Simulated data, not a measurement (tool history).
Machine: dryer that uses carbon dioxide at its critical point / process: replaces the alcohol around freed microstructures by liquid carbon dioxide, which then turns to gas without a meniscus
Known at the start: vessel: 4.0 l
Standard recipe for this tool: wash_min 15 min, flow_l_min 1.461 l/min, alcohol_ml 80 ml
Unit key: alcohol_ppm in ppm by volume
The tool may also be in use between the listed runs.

| run | hour | wash_min | flow_l_min | alcohol_ml | alcohol_ppm |
|---|---|---|---|---|---|
| 1 | 0 | 15 | 1.461 | 80 | 519 |
| 2 | 29.3 | 15 | 1.461 | 80 | 556 |
| 3 | 56.9 | 15 | 1.461 | 80 | 567 |
| 4 | 98.7 | 15 | 1.461 | 80 | 598 |
| 5 | 124.2 | 15 | 1.461 | 80 | 605 |
| 6 | 151.2 | 21 | 1.461 | 80 | 222 |
| 7 | 185.8 | 15 | 1.461 | 80 | 652 |
| 8 | 207.1 | 15 | 1.461 | 80 | 668 |
| 9 | 237.2 | 15 | 1.461 | 80 | 715 |
|  | 244.9 | inlet filter changed |
| 10 | 255.4 | 15 | 1.461 | 25 | 212 |
| 11 | 286.7 | 15 | 1.461 | 25 | 222 |
| 12 | 309.5 | 15 | 1.461 | 88 | 524 |
| 13 | 339.4 | 15 | 1.461 | 114 | 684 |
| 14 | 366.3 | 15 | 1.461 | 80 | 525 |
| 15 | 404.6 | 16 | 1.461 | 80 | 452 |
| 16 | 436.1 | 16 | 1.461 | 80 | 467 |
| 17 | 462 | 15 | 1.461 | 67 | 529 |
| 18 | 502.4 | 15 | 1.461 | 67 | 545 |
| 19 | 538.3 | 15 | 1.461 | 80 | 639 |
| 20 | 574.6 | 15 | 1.461 | 80 | 682 |
| 21 | 606.8 | 15 | 1.461 | 29 | 329 |
| 22 | 636.2 | 15 | 1.461 | 29 | 336 |
| 23 | 662.4 | 19 | 1.461 | 29 | 222 |
|  | 695.2 | inlet filter changed |
| 24 | 698.7 | 15 | 1.461 | 71 | 469 |
| 25 | 728.3 | 15 | 1.461 | 71 | 495 |
| 26 | 756.9 | 15 | 1.09 | 80 | 1223 |
| 27 | 795.2 | 14 | 1.09 | 102 | 1829 |
| 28 | 825.7 | 9 | 0.99 | 89 | 4781 |
| 29 | 862.3 | 9 | 1.6 | 103 | 2281 |
| 30 | 900.4 | 15 | 1.461 | 51 | 466 |
| 31 | 918.6 | 10 | 1.71 | 80 | 1275 |
| 32 | 948.4 | 10 | 1.71 | 80 | 1306 |
| 33 | 968.8 | 20 | 1.1 | 42 | 439 |
| 34 | 1000.1 | 20 | 1.52 | 52 | 263 |
| 35 | 1042.4 | 13 | 1.84 | 32 | 330 |
| 36 | 1079.6 | 9 | 1.43 | 80 | 2699 |
|  | 1112.9 | purifier's bed changed |
| 37 | 1123.5 | 22 | 1.05 | 80 | 512 |
|  | 1148.2 | inlet filter changed |
| 38 | 1157.2 | 9 | 1.05 | 28 | 1230 |
| 39 | 1190.5 | 14 | 1.461 | 80 | 508 |
| 40 | 1207.7 | 14 | 1.461 | 80 | 526 |
| 41 | 1225.8 | 15 | 1.21 | 79 | 774 |
| 42 | 1254.2 | 15 | 1.21 | 79 | 808 |
| 43 | 1287.2 | 15 | 2.23 | 90 | 93 |
| 44 | 1307.5 | 16 | 1.63 | 25 | 86 |
| 45 | 1332.6 | 12 | 1.63 | 25 | 257 |
| 46 | 1351.3 | 18 | 1.13 | 25 | 224 |
| 47 | 1372.3 | 15 | 0.95 | 88 | 1936 |

Each row is a separate what-if for the run after 47, all from the same tool condition, not one after another. Results?
| A | 1391 | 24 | 1.48 | 88 | ? |
| B | 1391 | 19 | 1.36 | 35 | ? |
| C | 1391 | 15 | 1.461 | 60 | ? |

| run | alcohol_ppm |
|---|---|
| A | 86 |
| B | 144 |
| C | 413 |
What these runs would have given with no unlogged condition in the tool:
| run | alcohol_ppm |
|---|---|
| A | 36 |
| B | 84 |
| C | 291 |
